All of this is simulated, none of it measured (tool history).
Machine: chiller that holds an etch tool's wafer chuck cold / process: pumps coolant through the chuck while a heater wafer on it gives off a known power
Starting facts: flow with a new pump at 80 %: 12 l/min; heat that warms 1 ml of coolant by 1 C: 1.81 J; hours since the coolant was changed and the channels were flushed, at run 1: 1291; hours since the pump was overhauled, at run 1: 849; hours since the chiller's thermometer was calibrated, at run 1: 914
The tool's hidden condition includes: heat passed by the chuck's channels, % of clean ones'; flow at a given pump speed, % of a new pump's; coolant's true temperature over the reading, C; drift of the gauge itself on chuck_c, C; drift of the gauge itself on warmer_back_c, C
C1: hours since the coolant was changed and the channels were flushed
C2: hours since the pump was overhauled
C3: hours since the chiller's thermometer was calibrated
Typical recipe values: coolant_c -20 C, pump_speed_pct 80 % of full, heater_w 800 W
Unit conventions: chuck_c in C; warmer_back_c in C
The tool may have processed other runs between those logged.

run 1 hour=0 | coolant_c=-20 pump_speed_pct=80 heater_w=800 | C1=1291 C2=849 C3=914 | chuck_c=-9.1 warmer_back_c=2.27
run 2 hour=18.5 | coolant_c=-20 pump_speed_pct=80 heater_w=800 | C1=1310 C2=867 C3=933 | chuck_c=-9 warmer_back_c=2.29
run 3 hour=54.5 | coolant_c=-20 pump_speed_pct=73 heater_w=800 | C1=1346 C2=903 C3=969 | chuck_c=-8.2 warmer_back_c=2.5
run 4 hour=77.7 | coolant_c=-20 pump_speed_pct=73 heater_w=800 | C1=1369 C2=926 C3=992 | chuck_c=-8.3 warmer_back_c=2.55
run 5 hour=121.4 | coolant_c=-23 pump_speed_pct=73 heater_w=800 | C1=1413 C2=970 C3=1036 | chuck_c=-11.3 warmer_back_c=2.54
run 6 hour=159.2 | coolant_c=-20 pump_speed_pct=80 heater_w=800 | C1=1451 C2=1008 C3=1073 | chuck_c=-8.7 warmer_back_c=2.28
run 7 hour=189.4 | coolant_c=-20 pump_speed_pct=80 heater_w=800 | C1=1481 C2=1038 C3=1104 | chuck_c=-8.9 warmer_back_c=2.27
run 8 hour=234.5 | coolant_c=-20 pump_speed_pct=80 heater_w=800 | C1=1526 C2=1083 C3=1149 | chuck_c=-8.7 warmer_back_c=2.28
run 9 hour=268.1 | coolant_c=-20 pump_speed_pct=80 heater_w=800 | C1=1559 C2=1117 C3=1182 | chuck_c=-8.7 warmer_back_c=2.32
run 10 hour=303 | coolant_c=-20 pump_speed_pct=80 heater_w=800 | C1=1594 C2=1152 C3=1217 | chuck_c=-8.7 warmer_back_c=2.33
run 11 hour=343.4 | coolant_c=-20 pump_speed_pct=80 heater_w=800 | C1=1635 C2=1192 C3=1258 | chuck_c=-8.6 warmer_back_c=2.33
run 12 hour=384 | coolant_c=-20 pump_speed_pct=80 heater_w=800 | C1=1675 C2=1233 C3=1298 | chuck_c=-8.4 warmer_back_c=2.34
run 13 hour=418.8 | coolant_c=-20 pump_speed_pct=80 heater_w=800 | C1=1710 C2=1267 C3=1333 | chuck_c=-8.8 warmer_back_c=2.27
run 14 hour=454.7 | coolant_c=-26 pump_speed_pct=80 heater_w=800 | C1=1746 C2=1303 C3=1369 | chuck_c=-14.6 warmer_back_c=2.34
run 15 hour=483.4 | coolant_c=-26 pump_speed_pct=80 heater_w=800 | C1=1775 C2=1332 C3=1398 | chuck_c=-14.6 warmer_back_c=2.32
run 16 hour=524.7 | coolant_c=-26 pump_speed_pct=80 heater_w=800 | C1=1816 C2=1373 C3=1439 | chuck_c=-14.6 warmer_back_c=2.33
run 17 hour=562.2 | coolant_c=-26 pump_speed_pct=87 heater_w=673 | C1=1854 C2=1411 C3=1476 | chuck_c=-16.7 warmer_back_c=1.79

Run 18 comes next. What will it give?
run 18 hour=586.1 | coolant_c=-29 pump_speed_pct=87 heater_w=673 | C1=1877 C2=1435 C3=1500 | chuck_c=? warmer_back_c=?

Run 18 produced chuck_c -19.8 C, warmer_back_c 1.79 C.
On a tool with no hidden condition, and with the same random variation, this run would have come out at chuck_c -21.4 C, warmer_back_c 1.69 C.

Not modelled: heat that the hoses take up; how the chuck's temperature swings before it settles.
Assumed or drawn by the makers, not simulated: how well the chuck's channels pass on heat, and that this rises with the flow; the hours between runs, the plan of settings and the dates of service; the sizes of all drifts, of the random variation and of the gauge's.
